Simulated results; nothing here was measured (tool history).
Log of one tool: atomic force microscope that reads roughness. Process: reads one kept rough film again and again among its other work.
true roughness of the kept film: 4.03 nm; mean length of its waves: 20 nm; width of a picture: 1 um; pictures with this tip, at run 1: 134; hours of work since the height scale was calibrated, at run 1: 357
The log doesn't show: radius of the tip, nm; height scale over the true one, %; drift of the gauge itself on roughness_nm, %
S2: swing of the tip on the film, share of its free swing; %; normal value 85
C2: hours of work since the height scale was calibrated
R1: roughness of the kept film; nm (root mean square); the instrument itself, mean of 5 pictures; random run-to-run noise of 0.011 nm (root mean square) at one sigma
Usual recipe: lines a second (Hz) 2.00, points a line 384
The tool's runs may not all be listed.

{"run": 1, "hour": 0.0, "lines a second (Hz)": 2.0, "S2": 85, "points a line": 384, "pictures with this tip": 134, "C2": 357, "R1": 2.204}
{"run": 2, "hour": 13.9, "lines a second (Hz)": 2.0, "S2": 85, "points a line": 384, "pictures with this tip": 154, "C2": 365, "R1": 2.154}
{"run": 3, "hour": 27.4, "lines a second (Hz)": 2.0, "S2": 85, "points a line": 384, "pictures with this tip": 175, "C2": 373, "R1": 2.135}
{"run": 4, "hour": 38.1, "lines a second (Hz)": 2.41, "S2": 85, "points a line": 384, "pictures with this tip": 190, "C2": 380, "R1": 2.017}
{"run": 5, "hour": 52.1, "lines a second (Hz)": 2.0, "S2": 72, "points a line": 384, "pictures with this tip": 211, "C2": 388, "R1": 2.262}
{"run": 6, "hour": 61.0, "lines a second (Hz)": 2.0, "S2": 72, "points a line": 384, "pictures with this tip": 225, "C2": 394, "R1": 2.25}
{"run": 7, "hour": 69.9, "lines a second (Hz)": 2.0, "S2": 72, "points a line": 384, "pictures with this tip": 238, "C2": 399, "R1": 2.199}
{"run": 8, "hour": 82.8, "lines a second (Hz)": 2.0, "S2": 72, "points a line": 384, "pictures with this tip": 257, "C2": 407, "R1": 2.17}
{"run": 9, "hour": 91.4, "lines a second (Hz)": 2.0, "S2": 72, "points a line": 384, "pictures with this tip": 270, "C2": 412, "R1": 2.176}
{"run": 10, "hour": 99.1, "lines a second (Hz)": 2.0, "S2": 72, "points a line": 384, "pictures with this tip": 282, "C2": 417, "R1": 2.126}
{"run": 11, "hour": 112.8, "lines a second (Hz)": 2.0, "S2": 85, "points a line": 1014, "pictures with this tip": 302, "C2": 425, "R1": 1.9}
{"run": 12, "hour": 129.1, "lines a second (Hz)": 2.0, "S2": 85, "points a line": 384, "pictures with this tip": 326, "C2": 435, "R1": 1.85}
{"hour": 132.3, "done": "new tip fitted"}
{"run": 13, "hour": 136.9, "lines a second (Hz)": 2.0, "S2": 85, "points a line": 384, "pictures with this tip": 7, "C2": 440, "R1": 2.604}
{"run": 14, "hour": 150.0, "lines a second (Hz)": 2.0, "S2": 85, "points a line": 384, "pictures with this tip": 27, "C2": 448, "R1": 2.562}
{"run": 15, "hour": 162.6, "lines a second (Hz)": 2.0, "S2": 85, "points a line": 384, "pictures with this tip": 46, "C2": 455, "R1": 2.461}
{"run": 16, "hour": 174.8, "lines a second (Hz)": 2.0, "S2": 85, "points a line": 384, "pictures with this tip": 64, "C2": 463, "R1": 2.432}
{"hour": 176.9, "done": "height scale calibrated on a step standard"}
{"run": 17, "hour": 191.8, "lines a second (Hz)": 2.0, "S2": 85, "points a line": 384, "pictures with this tip": 88, "C2": 9, "R1": 2.355}
{"run": 18, "hour": 199.8, "lines a second (Hz)": 2.0, "S2": 85, "points a line": 849, "pictures with this tip": 100, "C2": 14, "R1": 2.367}
{"run": 19, "hour": 214.6, "lines a second (Hz)": 2.0, "S2": 85, "points a line": 849, "pictures with this tip": 122, "C2": 23, "R1": 2.314}
{"run": 20, "hour": 230.5, "lines a second (Hz)": 2.0, "S2": 85, "points a line": 849, "pictures with this tip": 146, "C2": 33, "R1": 2.261}
{"run": 21, "hour": 245.9, "lines a second (Hz)": 1.08, "S2": 85, "points a line": 849, "pictures with this tip": 168, "C2": 42, "R1": 2.412}
{"run": 22, "hour": 260.4, "lines a second (Hz)": 1.08, "S2": 85, "points a line": 849, "pictures with this tip": 190, "C2": 51, "R1": 2.359}
{"run": 23, "hour": 268.4, "lines a second (Hz)": 2.0, "S2": 85, "points a line": 384, "pictures with this tip": 202, "C2": 56, "R1": 2.099}
{"hour": 271.7, "done": "height scale calibrated on a step standard, once more"}
{"run": 24, "hour": 280.2, "lines a second (Hz)": 2.0, "S2": 85, "points a line": 587, "pictures with this tip": 218, "C2": 5, "R1": 2.098}
{"run": 25, "hour": 289.5, "lines a second (Hz)": 2.0, "S2": 85, "points a line": 826, "pictures with this tip": 232, "C2": 11, "R1": 2.077}
{"run": 26, "hour": 305.5, "lines a second (Hz)": 2.0, "S2": 85, "points a line": 826, "pictures with this tip": 256, "C2": 21, "R1": 2.046}
{"run": 27, "hour": 315.9, "lines a second (Hz)": 2.0, "S2": 85, "points a line": 826, "pictures with this tip": 272, "C2": 27, "R1": 2.008}
{"run": 28, "hour": 329.6, "lines a second (Hz)": 2.0, "S2": 85, "points a line": 826, "pictures with this tip": 292, "C2": 35, "R1": 1.963}
{"run": 29, "hour": 342.7, "lines a second (Hz)": 3.86, "S2": 70, "points a line": 384, "pictures with this tip": 312, "C2": 43, "R1": 1.946}
{"hour": 355.7, "done": "new tip fitted"}
{"run": 30, "hour": 357.8, "lines a second (Hz)": 2.0, "S2": 85, "points a line": 482, "pictures with this tip": 3, "C2": 52, "R1": 2.599}
{"run": 31, "hour": 371.4, "lines a second (Hz)": 2.0, "S2": 66, "points a line": 878, "pictures with this tip": 24, "C2": 60, "R1": 2.955}
{"run": 32, "hour": 380.6, "lines a second (Hz)": 1.08, "S2": 66, "points a line": 1005, "pictures with this tip": 37, "C2": 66, "R1": 2.995}
{"run": 33, "hour": 388.2, "lines a second (Hz)": 0.58, "S2": 66, "points a line": 1005, "pictures with this tip": 49, "C2": 71, "R1": 3.029}
{"run": 34, "hour": 396.7, "lines a second (Hz)": 2.0, "S2": 60, "points a line": 325, "pictures with this tip": 61, "C2": 76, "R1": 2.844}
{"run": 35, "hour": 404.3, "lines a second (Hz)": 2.0, "S2": 69, "points a line": 882, "pictures with this tip": 73, "C2": 80, "R1": 2.7}
{"run": 36, "hour": 419.4, "lines a second (Hz)": 2.28, "S2": 69, "points a line": 882, "pictures with this tip": 95, "C2": 90, "R1": 2.624}
{"run": 37, "hour": 433.5, "lines a second (Hz)": 2.28, "S2": 69, "points a line": 882, "pictures with this tip": 116, "C2": 98, "R1": 2.573}
{"run": 38, "hour": 443.5, "lines a second (Hz)": 2.5, "S2": 66, "points a line": 370, "pictures with this tip": 131, "C2": 104, "R1": 2.526}
{"run": 39, "hour": 452.0, "lines a second (Hz)": 0.93, "S2": 77, "points a line": 789, "pictures with this tip": 144, "C2": 109, "R1": 2.606}
{"run": 40, "hour": 462.6, "lines a second (Hz)": 0.68, "S2": 66, "points a line": 502, "pictures with this tip": 160, "C2": 116, "R1": 2.661}
{"run": 41, "hour": 471.7, "lines a second (Hz)": 1.14, "S2": 80, "points a line": 707, "pictures with this tip": 173, "C2": 121, "R1": 2.452}
{"run": 42, "hour": 480.9, "lines a second (Hz)": 3.27, "S2": 57, "points a line": 384, "pictures with this tip": 187, "C2": 127, "R1": 2.439}
{"run": 43, "hour": 488.8, "lines a second (Hz)": 3.19, "S2": 75, "points a line": 1018, "pictures with this tip": 199, "C2": 132, "R1": 2.127}
{"run": 44, "hour": 503.0, "lines a second (Hz)": 2.0, "S2": 83, "points a line": 836, "pictures with this tip": 220, "C2": 140, "R1": 2.121}
{"run": 45, "hour": 511.0, "lines a second (Hz)": 0.67, "S2": 85, "points a line": 384, "pictures with this tip": 232, "C2": 145, "R1": 2.344}
{"run": 46, "hour": 519.0, "lines a second (Hz)": 0.79, "S2": 69, "points a line": 423, "pictures with this tip": 244, "C2": 150, "R1": 2.405}
{"run": 47, "hour": 532.5, "lines a second (Hz)": 0.79, "S2": 69, "points a line": 323, "pictures with this tip": 264, "C2": 158, "R1": 2.363}
{"run": 48, "hour": 543.7, "lines a second (Hz)": 0.79, "S2": 61, "points a line": 768, "pictures with this tip": 281, "C2": 165, "R1": 2.403}
{"run": 49, "hour": 551.7, "lines a second (Hz)": 0.79, "S2": 83, "points a line": 409, "pictures with this tip": 293, "C2": 170, "R1": 2.209}
{"run": 50, "hour": 568.1, "lines a second (Hz)": 2.14, "S2": 62, "points a line": 568, "pictures with this tip": 317, "C2": 180, "R1": 2.204}
{"run": 51, "hour": 576.0, "lines a second (Hz)": 2.0, "S2": 87, "points a line": 283, "pictures with this tip": 329, "C2": 185, "R1": 1.792}

Alternative continuations, all from the tool just after run 51; predict every row:
{"hour": 577.5, "done": "new tip fitted"}
{"run": "A", "hour": 586.4, "lines a second (Hz)": 2.0, "S2": 62, "points a line": 447, "pictures with this tip": 13, "C2": 191, "R1": "?"}
{"hour": 577.5, "done": "new tip fitted"}
{"run": "B", "hour": 586.4, "lines a second (Hz)": 2.31, "S2": 70, "points a line": 640, "pictures with this tip": 13, "C2": 191, "R1": "?"}
{"hour": 577.5, "done": "new tip fitted"}
{"run": "C", "hour": 586.4, "lines a second (Hz)": 0.51, "S2": 85, "points a line": 384, "pictures with this tip": 13, "C2": 191, "R1": "?"}

run=A R1=3.020
run=B R1=2.877
run=C R1=3.011
The same runs, with their run-to-run variation unchanged, on a tool lacking any hidden condition would have given:
run=A R1=3.094
run=B R1=2.948
run=C R1=3.085
